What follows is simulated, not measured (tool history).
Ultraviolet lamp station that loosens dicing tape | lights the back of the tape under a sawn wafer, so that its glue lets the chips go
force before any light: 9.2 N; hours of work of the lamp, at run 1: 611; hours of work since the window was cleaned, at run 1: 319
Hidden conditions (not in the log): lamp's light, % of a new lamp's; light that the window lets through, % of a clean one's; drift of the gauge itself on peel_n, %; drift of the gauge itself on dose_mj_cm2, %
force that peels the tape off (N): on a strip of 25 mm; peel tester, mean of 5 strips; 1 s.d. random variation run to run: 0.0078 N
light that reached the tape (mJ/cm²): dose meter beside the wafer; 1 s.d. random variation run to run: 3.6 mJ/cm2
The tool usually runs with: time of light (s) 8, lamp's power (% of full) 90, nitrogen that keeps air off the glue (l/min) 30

| run | hour | time of light (s) | lamp's power (% of full) | nitrogen that keeps air off the glue (l/min) | hours of work of the lamp | hours of work since the window was cleaned | force that peels the tape off (N) | light that reached the tape (mJ/cm²) |
|---|---|---|---|---|---|---|---|---|
| 1 | 0 | 8 | 90 | 30 | 611 | 319 | 1.147 | 344 |
| 2 | 13.5 | 7 | 90 | 30 | 621 | 329 | 1.458 | 305 |
| 3 | 25.6 | 6 | 90 | 30 | 630 | 338 | 1.93 | 258 |
| 4 | 36.1 | 6 | 90 | 30 | 638 | 346 | 1.991 | 251 |
| 5 | 54.3 | 6 | 90 | 30 | 652 | 360 | 2.092 | 250 |
| 6 | 68.5 | 6 | 90 | 30 | 663 | 370 | 2.075 | 242 |
| 7 | 83.5 | 6 | 90 | 30 | 674 | 382 | 2.138 | 238 |
| 8 | 95.4 | 8 | 90 | 30 | 683 | 391 | 1.345 | 313 |
| 9 | 113 | 8 | 90 | 30 | 696 | 404 | 1.437 | 308 |
| 10 | 126.3 | 8 | 90 | 30 | 707 | 414 | 1.458 | 302 |
| 11 | 148.5 | 8 | 81 | 30 | 723 | 431 | 1.782 | 268 |
| 12 | 163.6 | 8 | 81 | 30 | 735 | 443 | 1.847 | 264 |
|  | 169 | lamp changed |
| 13 | 174.8 | 8 | 81 | 30 | 4 | 450 | 0.617 | 447 |
| 14 | 184.3 | 4 | 81 | 30 | 12 | 457 | 2.245 | 225 |
| 15 | 206.2 | 4 | 81 | 30 | 28 | 474 | 2.268 | 219 |
| 16 | 227.4 | 4 | 81 | 30 | 44 | 490 | 2.371 | 218 |
| 17 | 240.5 | 6 | 90 | 30 | 54 | 500 | 1.057 | 363 |
| 18 | 254.6 | 6 | 90 | 30 | 65 | 511 | 1.034 | 358 |
|  | 259.7 | window cleaned of glue's vapour |
| 19 | 265 | 6 | 90 | 30 | 72 | 4 | 1.143 | 351 |
| 20 | 282.5 | 13 | 90 | 30 | 86 | 17 | 0.175 | 738 |
| 21 | 295.2 | 13 | 90 | 30 | 95 | 27 | 0.179 | 735 |
| 22 | 306.2 | 13 | 90 | 30 | 104 | 35 | 0.175 | 727 |
| 23 | 322.7 | 7 | 65 | 30 | 116 | 48 | 1.692 | 281 |
| 24 | 345.1 | 7 | 65 | 12 | 133 | 65 | 2.781 | 272 |
| 25 | 365.1 | 8 | 61 | 33 | 148 | 80 | 1.475 | 288 |
| 26 | 381 | 7 | 63 | 11 | 160 | 92 | 3.212 | 250 |
|  | 394.9 | window cleaned of glue's vapour, once more |
| 27 | 396.5 | 7 | 63 | 11 | 172 | 1 | 2.425 | 322 |
| 28 | 419.1 | 7 | 63 | 11 | 189 | 18 | 2.468 | 319 |
| 29 | 436.2 | 7 | 63 | 11 | 202 | 31 | 2.508 | 318 |
| 30 | 459.4 | 8 | 76 | 47 | 219 | 49 | 0.499 | 423 |
| 31 | 474.7 | 14 | 76 | 47 | 231 | 60 | 0.125 | 742 |
| 32 | 485.7 | 9 | 82 | 34 | 239 | 69 | 0.415 | 508 |
| 33 | 495.1 | 6 | 90 | 58 | 247 | 76 | 0.614 | 373 |
| 34 | 506.7 | 6 | 90 | 58 | 255 | 85 | 0.639 | 367 |
| 35 | 526.3 | 15 | 90 | 18 | 270 | 100 | 0.168 | 898 |
| 36 | 545.9 | 15 | 90 | 18 | 285 | 114 | 0.184 | 884 |
| 37 | 569 | 10 | 70 | 59 | 303 | 132 | 0.358 | 454 |
| 38 | 585.9 | 10 | 70 | 59 | 315 | 145 | 0.375 | 441 |
| 39 | 602.2 | 4 | 74 | 40 | 328 | 157 | 2.608 | 184 |
| 40 | 618 | 5 | 70 | 12 | 340 | 169 | 3.667 | 216 |
| 41 | 637.5 | 4 | 82 | 30 | 354 | 184 | 2.744 | 200 |
| 42 | 653.9 | 5 | 90 | 30 | 367 | 196 | 1.758 | 268 |
| 43 | 672.7 | 5 | 90 | 13 | 381 | 211 | 2.843 | 268 |

Below, some changes in force that peels the tape off (N) between adjacent runs. For each, the amount present without the hidden state too (settings, incoming material, random variation) and the amount remaining for the hidden state with gauge scatter not shared by both compared results:
Run 12 -> 13: lamp changed. force that peels the tape off (N) -1.23: hidden state -1.234, all else +0.004.
Run 25 -> 26: time of light (s) 8 -> 7, lamp's power (% of full) 61 -> 63, nitrogen that keeps air off the glue (l/min) 33 -> 11. force that peels the tape off (N) +1.737: hidden state +0.415, all else +1.322.
Run 26 -> 27: window cleaned of glue's vapour, once more. force that peels the tape off (N) -0.787: hidden state -0.773, all else -0.014.
Run 29 -> 30: time of light (s) 7 -> 8, lamp's power (% of full) 63 -> 76, nitrogen that keeps air off the glue (l/min) 11 -> 47. force that peels the tape off (N) -2.009: hidden state -0.301, all else -1.708.
Run 38 -> 39: time of light (s) 10 -> 4, lamp's power (% of full) 70 -> 74, nitrogen that keeps air off the glue (l/min) 59 -> 40. force that peels the tape off (N) +2.233: hidden state +0.685, all else +1.548.
